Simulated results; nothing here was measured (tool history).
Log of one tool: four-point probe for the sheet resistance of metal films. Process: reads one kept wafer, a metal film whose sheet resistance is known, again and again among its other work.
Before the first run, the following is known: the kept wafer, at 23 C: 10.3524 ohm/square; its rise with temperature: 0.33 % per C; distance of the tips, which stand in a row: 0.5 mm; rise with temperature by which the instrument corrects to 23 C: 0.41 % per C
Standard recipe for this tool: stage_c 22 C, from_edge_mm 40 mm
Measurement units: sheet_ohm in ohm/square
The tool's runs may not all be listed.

Run 1, hour 0.0: usual settings. Result: sheet_ohm 10.357734 ohm/square.
Run 2, hour 114.8: usual settings. Result: sheet_ohm 10.361338 ohm/square.
Run 3, hour 214.9: usual settings. Result: sheet_ohm 10.360566 ohm/square.
Run 4, hour 270.1: usual settings but from_edge_mm 32 mm. Result: sheet_ohm 10.362976 ohm/square.
Run 5, hour 334.2: usual settings but from_edge_mm 32 mm. Result: sheet_ohm 10.365163 ohm/square.
Run 6, hour 391.2: usual settings. Result: sheet_ohm 10.357631 ohm/square.
Run 7, hour 455.9: usual settings but from_edge_mm 9 mm. Result: sheet_ohm 10.380160 ohm/square.
At hour 523.2: stage's thermometer calibrated.
Run 8, hour 556.1: usual settings but from_edge_mm 9 mm. Result: sheet_ohm 10.373784 ohm/square.
Run 9, hour 607.8: usual settings but stage_c 31 C, from_edge_mm 9 mm. Result: sheet_ohm 10.306192 ohm/square.
Run 10, hour 696.7: usual settings but stage_c 31 C, from_edge_mm 9 mm. Result: sheet_ohm 10.304734 ohm/square.
Run 11, hour 779.5: usual settings but stage_c 31 C, from_edge_mm 20 mm. Result: sheet_ohm 10.297844 ohm/square.
Run 12, hour 876.5: usual settings. Result: sheet_ohm 10.364703 ohm/square.
Run 13, hour 935.5: usual settings but stage_c 33 C, from_edge_mm 30 mm. Result: sheet_ohm 10.269965 ohm/square.
Run 14, hour 1002.1: usual settings but stage_c 25 C, from_edge_mm 29 mm. Result: sheet_ohm 10.340269 ohm/square.

Run 15 has not been measured yet. What should we expect?
Run 15, hour 1120.4: usual settings but stage_c 19 C. Result: sheet_ohm ?.

{"run 15": {"sheet_ohm": 10.391008}}
With the hidden condition absent and the run-to-run variation left alone, this run would have shown sheet_ohm 10.391551 ohm/square.
